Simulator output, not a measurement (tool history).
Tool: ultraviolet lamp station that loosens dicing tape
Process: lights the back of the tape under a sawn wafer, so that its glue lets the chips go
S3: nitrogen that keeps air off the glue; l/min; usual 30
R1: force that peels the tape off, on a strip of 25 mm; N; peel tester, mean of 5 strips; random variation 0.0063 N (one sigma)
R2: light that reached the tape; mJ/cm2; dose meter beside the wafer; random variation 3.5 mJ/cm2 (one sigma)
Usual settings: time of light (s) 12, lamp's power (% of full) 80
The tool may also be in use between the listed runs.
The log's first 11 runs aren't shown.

{"run": 12, "hour": 93.0, "time of light (s)": 12, "lamp's power (% of full)": 80, "S3": 28, "R1": 0.198, "R2": 567}
{"run": 13, "hour": 100.1, "time of light (s)": 12, "lamp's power (% of full)": 80, "S3": 30, "R1": 0.187, "R2": 567}
{"run": 14, "hour": 112.3, "time of light (s)": 12, "lamp's power (% of full)": 80, "S3": 30, "R1": 0.201, "R2": 575}
{"run": 15, "hour": 124.6, "time of light (s)": 12, "lamp's power (% of full)": 80, "S3": 30, "R1": 0.187, "R2": 571}
{"run": 16, "hour": 131.7, "time of light (s)": 12, "lamp's power (% of full)": 75, "S3": 30, "R1": 0.213, "R2": 533}
{"run": 17, "hour": 142.6, "time of light (s)": 12, "lamp's power (% of full)": 75, "S3": 30, "R1": 0.215, "R2": 536}
{"run": 18, "hour": 149.9, "time of light (s)": 12, "lamp's power (% of full)": 92, "S3": 25, "R1": 0.17, "R2": 659}
{"run": 19, "hour": 159.2, "time of light (s)": 11, "lamp's power (% of full)": 80, "S3": 30, "R1": 0.223, "R2": 532}

Run 20 comes next. What will it give?
{"run": 20, "hour": 167.9, "time of light (s)": 11, "lamp's power (% of full)": 80, "S3": 30, "R1": "?", "R2": "?"}

{"run 20": {"R1": 0.238, "R2": 528}}
Without the tool's hidden state the same run would have given R1 0.238 N, R2 528 mJ/cm2.

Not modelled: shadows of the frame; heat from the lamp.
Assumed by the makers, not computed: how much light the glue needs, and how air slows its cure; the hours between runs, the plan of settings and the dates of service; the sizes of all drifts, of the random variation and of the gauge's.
